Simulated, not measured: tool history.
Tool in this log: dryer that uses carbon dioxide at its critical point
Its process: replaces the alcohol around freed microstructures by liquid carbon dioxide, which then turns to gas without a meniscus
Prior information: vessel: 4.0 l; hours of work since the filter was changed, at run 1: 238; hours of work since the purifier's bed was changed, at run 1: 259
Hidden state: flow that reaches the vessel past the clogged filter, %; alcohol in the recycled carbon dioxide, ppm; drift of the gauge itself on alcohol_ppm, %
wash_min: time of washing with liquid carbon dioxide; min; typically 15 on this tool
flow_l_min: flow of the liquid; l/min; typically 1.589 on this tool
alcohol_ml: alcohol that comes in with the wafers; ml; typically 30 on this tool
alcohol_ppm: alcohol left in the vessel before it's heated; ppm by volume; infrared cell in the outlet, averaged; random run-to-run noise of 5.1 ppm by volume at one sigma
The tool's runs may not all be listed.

run	hour	wash_min	flow_l_min	alcohol_ml	hours of work since the filter was changed	hours of work since the purifier's bed was changed	alcohol_ppm
1	0	15	1.589	30	238	259	135
# hour 10: inlet filter changed
2	15.1	15	1.589	30	3	266	107
3	25.9	15	1.48	30	8	272	141
4	40.6	15	1.48	30	16	280	132
5	52.8	15	1.48	30	22	286	146
6	60.5	15	1.589	30	26	290	117
7	73.3	15	0.98	30	32	296	493
8	88.9	15	0.98	30	40	304	488
9	104	15	1.28	30	48	312	238
10	115.2	15	1.42	30	54	318	154
11	126.7	15	1.42	30	60	324	157
12	142.6	15	1.42	30	68	332	172
13	152.4	15	1.589	30	73	337	125
14	162.9	15	1.97	30	78	342	65
15	176.8	15	1.97	30	85	349	73
16	190.7	15	1.97	30	93	356	72
17	203.7	11	1.14	30	99	363	775
18	216.1	11	1.84	115	106	369	640
19	226.8	11	1.84	115	111	375	636
20	236.8	11	1.84	115	116	380	633
21	252.6	19	1.65	96	124	388	122
22	260	19	1.65	96	128	392	116
23	268.5	15	1.62	62	132	396	200
24	282.3	15	1.62	62	139	403	212
25	293.9	11	1.33	96	145	409	1636
26	303.9	11	1.33	96	150	414	1625
27	313.3	11	1.33	96	155	419	1659
28	322.3	11	1.86	76	160	424	466
29	337.3	11	1.86	76	168	431	451
30	352.1	10	1.76	31	175	439	353
31	361.2	10	1.76	31	180	444	354
32	371	10	1.66	99	185	449	1204

Selected run-to-run steps in alcohol_ppm, each split into two signed amounts: the part the tool would show with no hidden state at all (from settings, incoming material and random variation), and the remainder, which goes to the hidden state together with any gauge scatter not common to the measured and the hidden-state-free results:
Run 24 -> 25: wash_min 15 -> 11, flow_l_min 1.62 -> 1.33, alcohol_ml 62 -> 96. alcohol_ppm +1424 ppm by volume: hidden state +225, all else +1199.
Run 27 -> 28: flow_l_min 1.33 -> 1.86, alcohol_ml 96 -> 76. alcohol_ppm -1193 ppm by volume: hidden state -184, all else -1009.
Run 31 -> 32: flow_l_min 1.76 -> 1.66, alcohol_ml 31 -> 99. alcohol_ppm +850 ppm by volume: hidden state +199, all else +651.
